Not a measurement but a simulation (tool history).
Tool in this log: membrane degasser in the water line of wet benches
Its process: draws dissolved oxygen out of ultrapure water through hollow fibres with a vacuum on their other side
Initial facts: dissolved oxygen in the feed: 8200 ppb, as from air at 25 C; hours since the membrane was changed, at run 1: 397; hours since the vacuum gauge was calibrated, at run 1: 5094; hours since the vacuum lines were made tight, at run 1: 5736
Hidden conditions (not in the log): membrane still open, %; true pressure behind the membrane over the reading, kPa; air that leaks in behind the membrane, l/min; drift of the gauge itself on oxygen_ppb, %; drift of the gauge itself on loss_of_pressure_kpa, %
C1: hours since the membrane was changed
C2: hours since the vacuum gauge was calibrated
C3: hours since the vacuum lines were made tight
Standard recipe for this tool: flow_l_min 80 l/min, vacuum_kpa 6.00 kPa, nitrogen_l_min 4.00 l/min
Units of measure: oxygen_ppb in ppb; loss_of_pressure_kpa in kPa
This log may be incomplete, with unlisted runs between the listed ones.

{"run": 1, "hour": 0.0, "flow_l_min": 80, "vacuum_kpa": 6.0, "nitrogen_l_min": 4.0, "C1": 397, "C2": 5094, "C3": 5736, "oxygen_ppb": 149.8, "loss_of_pressure_kpa": 38.78}
{"run": 2, "hour": 87.6, "flow_l_min": 80, "vacuum_kpa": 6.0, "nitrogen_l_min": 4.0, "C1": 485, "C2": 5182, "C3": 5824, "oxygen_ppb": 151.1, "loss_of_pressure_kpa": 38.78}
{"run": 3, "hour": 216.4, "flow_l_min": 80, "vacuum_kpa": 6.0, "nitrogen_l_min": 4.0, "C1": 614, "C2": 5311, "C3": 5952, "oxygen_ppb": 150.3, "loss_of_pressure_kpa": 38.94}
{"run": 4, "hour": 283.9, "flow_l_min": 80, "vacuum_kpa": 6.0, "nitrogen_l_min": 4.0, "C1": 681, "C2": 5378, "C3": 6020, "oxygen_ppb": 153.8, "loss_of_pressure_kpa": 39.44}
{"hour": 314.0, "done": "seals of the vacuum lines changed"}
{"run": 5, "hour": 350.9, "flow_l_min": 80, "vacuum_kpa": 6.0, "nitrogen_l_min": 4.0, "C1": 746, "C2": 5443, "C3": 37, "oxygen_ppb": 149.9, "loss_of_pressure_kpa": 38.74}
{"run": 6, "hour": 456.4, "flow_l_min": 80, "vacuum_kpa": 6.0, "nitrogen_l_min": 4.0, "C1": 852, "C2": 5549, "C3": 142, "oxygen_ppb": 148.6, "loss_of_pressure_kpa": 39.05}
{"run": 7, "hour": 555.5, "flow_l_min": 53, "vacuum_kpa": 10.89, "nitrogen_l_min": 4.69, "C1": 951, "C2": 5648, "C3": 241, "oxygen_ppb": 211.1, "loss_of_pressure_kpa": 25.58}
{"run": 8, "hour": 623.0, "flow_l_min": 52, "vacuum_kpa": 10.67, "nitrogen_l_min": 4.06, "C1": 1018, "C2": 5715, "C3": 309, "oxygen_ppb": 230.1, "loss_of_pressure_kpa": 25.2}
{"run": 9, "hour": 710.0, "flow_l_min": 126, "vacuum_kpa": 10.23, "nitrogen_l_min": 5.47, "C1": 1105, "C2": 5802, "C3": 396, "oxygen_ppb": 405.2, "loss_of_pressure_kpa": 61.89}
{"run": 10, "hour": 804.3, "flow_l_min": 126, "vacuum_kpa": 3.78, "nitrogen_l_min": 5.47, "C1": 1200, "C2": 5897, "C3": 490, "oxygen_ppb": 96.5, "loss_of_pressure_kpa": 61.5}
{"run": 11, "hour": 901.7, "flow_l_min": 67, "vacuum_kpa": 7.64, "nitrogen_l_min": 2.12, "C1": 1297, "C2": 5994, "C3": 588, "oxygen_ppb": 308.4, "loss_of_pressure_kpa": 32.79}
{"run": 12, "hour": 991.1, "flow_l_min": 67, "vacuum_kpa": 7.64, "nitrogen_l_min": 4.26, "C1": 1387, "C2": 6084, "C3": 677, "oxygen_ppb": 177.3, "loss_of_pressure_kpa": 32.76}

Below are 5 alternative next runs, each starting from the tool's condition after run 12. Predict each:
{"run": "A", "hour": 1088.2, "flow_l_min": 80, "vacuum_kpa": 6.0, "nitrogen_l_min": 3.4, "C1": 1484, "C2": 6181, "C3": 774, "oxygen_ppb": "?", "loss_of_pressure_kpa": "?"}
{"run": "B", "hour": 1088.2, "flow_l_min": 80, "vacuum_kpa": 10.0, "nitrogen_l_min": 3.72, "C1": 1484, "C2": 6181, "C3": 774, "oxygen_ppb": "?", "loss_of_pressure_kpa": "?"}
{"run": "C", "hour": 1088.2, "flow_l_min": 80, "vacuum_kpa": 10.36, "nitrogen_l_min": 4.0, "C1": 1484, "C2": 6181, "C3": 774, "oxygen_ppb": "?", "loss_of_pressure_kpa": "?"}
{"run": "D", "hour": 1088.2, "flow_l_min": 67, "vacuum_kpa": 7.64, "nitrogen_l_min": 8.04, "C1": 1484, "C2": 6181, "C3": 774, "oxygen_ppb": "?", "loss_of_pressure_kpa": "?"}
{"run": "E", "hour": 1088.2, "flow_l_min": 80, "vacuum_kpa": 12.09, "nitrogen_l_min": 1.73, "C1": 1484, "C2": 6181, "C3": 774, "oxygen_ppb": "?", "loss_of_pressure_kpa": "?"}

run=A oxygen_ppb=172.6 loss_of_pressure_kpa=39.28
run=B oxygen_ppb=344.3 loss_of_pressure_kpa=39.19
run=C oxygen_ppb=337.9 loss_of_pressure_kpa=39.51
run=D oxygen_ppb=107.1 loss_of_pressure_kpa=32.97
run=E oxygen_ppb=766.8 loss_of_pressure_kpa=39.56
Take away the tool's hidden state, keep each run's random variation, and the runs would have read:
run=A oxygen_ppb=164.5 loss_of_pressure_kpa=38.59
run=B oxygen_ppb=336.7 loss_of_pressure_kpa=38.51
run=C oxygen_ppb=330.8 loss_of_pressure_kpa=38.82
run=D oxygen_ppb=103.1 loss_of_pressure_kpa=32.39
run=E oxygen_ppb=756.0 loss_of_pressure_kpa=38.86

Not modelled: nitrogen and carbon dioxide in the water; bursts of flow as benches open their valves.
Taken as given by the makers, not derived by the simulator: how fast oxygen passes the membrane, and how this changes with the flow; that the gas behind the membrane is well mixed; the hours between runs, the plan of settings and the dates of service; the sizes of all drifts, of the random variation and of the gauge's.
